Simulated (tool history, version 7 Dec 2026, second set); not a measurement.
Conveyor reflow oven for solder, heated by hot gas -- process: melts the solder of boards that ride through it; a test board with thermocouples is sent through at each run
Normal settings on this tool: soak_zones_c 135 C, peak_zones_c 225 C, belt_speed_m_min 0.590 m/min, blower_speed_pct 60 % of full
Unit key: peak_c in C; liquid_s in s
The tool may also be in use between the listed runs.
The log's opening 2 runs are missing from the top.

| run | hour | soak_zones_c | peak_zones_c | belt_speed_m_min | blower_speed_pct | peak_c | liquid_s |
|---|---|---|---|---|---|---|---|
| 3 | 54.4 | 135 | 225 | 0.590 | 60 | 204.8 | 46.2 |
| 4 | 83.0 | 135 | 219 | 0.590 | 60 | 199.9 | 39.9 |
| 5 | 113.1 | 135 | 225 | 0.590 | 60 | 204.6 | 45.9 |
| 6 | 143.0 | 135 | 225 | 0.590 | 60 | 204.3 | 45.9 |
| 7 | 175.2 | 135 | 225 | 0.590 | 60 | 204.5 | 45.3 |
|  | 202.0 | thermocouples of zones 6 and 7 changed |
| 8 | 215.1 | 122 | 225 | 0.590 | 60 | 201.3 | 37.0 |
| 9 | 240.0 | 122 | 225 | 0.590 | 60 | 201.2 | 37.2 |
|  | 277.2 | flux residue cleaned out of gas plates and filters |
| 10 | 283.5 | 122 | 225 | 0.590 | 60 | 200.0 | 34.8 |
| 11 | 321.5 | 122 | 225 | 0.590 | 60 | 199.9 | 34.9 |
| 12 | 361.5 | 122 | 225 | 0.590 | 60 | 199.4 | 34.2 |
| 13 | 385.9 | 122 | 225 | 0.590 | 60 | 199.4 | 33.6 |
|  | 416.5 | flux residue cleaned out of gas plates and filters, once more |
| 14 | 417.8 | 135 | 220 | 0.590 | 60 | 202.0 | 42.9 |
| 15 | 449.1 | 135 | 220 | 0.590 | 60 | 201.6 | 42.9 |
| 16 | 479.1 | 135 | 220 | 0.590 | 60 | 201.7 | 43.0 |
| 17 | 515.5 | 135 | 220 | 0.590 | 60 | 201.7 | 42.5 |
| 18 | 555.6 | 125 | 225 | 0.611 | 57 | 201.0 | 36.6 |

Forecast run 19:
| 19 | 594.5 | 122 | 225 | 0.523 | 60 | ? | ? |

peak_c: 206.8 C
liquid_s: 52.0 s
If the tool had no hidden condition, the same run with the same run-to-run variation would have returned peak_c 206.8 C, liquid_s 51.8 s.

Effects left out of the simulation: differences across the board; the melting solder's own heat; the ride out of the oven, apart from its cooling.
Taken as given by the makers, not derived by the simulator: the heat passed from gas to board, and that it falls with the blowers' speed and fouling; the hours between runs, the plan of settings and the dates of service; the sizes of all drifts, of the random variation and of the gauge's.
